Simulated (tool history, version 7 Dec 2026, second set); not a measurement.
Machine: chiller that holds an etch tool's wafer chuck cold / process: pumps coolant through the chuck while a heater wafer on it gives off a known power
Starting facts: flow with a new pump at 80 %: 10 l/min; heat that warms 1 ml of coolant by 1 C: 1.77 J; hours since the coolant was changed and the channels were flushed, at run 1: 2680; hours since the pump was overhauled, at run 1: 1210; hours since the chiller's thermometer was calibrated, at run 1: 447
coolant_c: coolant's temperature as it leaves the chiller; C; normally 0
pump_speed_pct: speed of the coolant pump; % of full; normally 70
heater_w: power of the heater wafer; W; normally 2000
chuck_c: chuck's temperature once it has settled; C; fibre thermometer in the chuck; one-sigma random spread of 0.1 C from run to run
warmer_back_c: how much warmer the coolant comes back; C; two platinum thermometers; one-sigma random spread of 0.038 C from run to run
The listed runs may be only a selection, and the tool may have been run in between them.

run   hour  coolant_c  pump_speed_pct  heater_w  hours since the coolant was changed and the channels were flushed  hours since the pump was overhauled  hours since the chiller's thermometer was calibrated  chuck_c  warmer_back_c
  1      0          0              70      2000                                                               2680                                 1210                                                   447     19.7           7.75
  2   31.5         -9              70      2000                                                               2711                                 1242                                                   478     10.8           7.78
  3   73.1         -9              70      2000                                                               2753                                 1283                                                   520     10.8            7.8
  4  114.5         -9              70      2000                                                               2794                                 1324                                                   561     10.7           7.83
  5  175.5         -9              70      2000                                                               2855                                 1386                                                   622     11.1           7.88
  6    205         -9              70      2000                                                               2885                                 1415                                                   652     10.9           7.92
  7  256.2          4              70      2000                                                               2936                                 1466                                                   703     23.8           7.85
  8  288.6          0              72      2000                                                               2968                                 1499                                                   735     19.5           7.63
  9  346.8          0              72      2000                                                               3027                                 1557                                                   793     19.7           7.68
 10  392.2          0              72      2000                                                               3072                                 1602                                                   839     19.6           7.68
 11  446.8          0              72      2000                                                               3127                                 1657                                                   893     19.5           7.65
 12  505.8          0              70      2000                                                               3186                                 1716                                                   952     19.9           7.92
 13  543.9          6              70      2000                                                               3224                                 1754                                                   990     25.8           7.95
 14  591.9          6              70      2000                                                               3272                                 1802                                                  1039     25.9            7.9
 15  657.1          6              70      2000                                                               3337                                 1867                                                  1104       26           7.98

Estimate the outcome of run 16 from the log above:
 16  706.8          6              70      2000                                                               3387                                 1917                                                  1153        ?              ?

chuck_c: 25.9 C
warmer_back_c: 7.93 C
Had the tool carried no hidden state, the very same run would have given chuck_c 25.9 C, warmer_back_c 7.73 C.
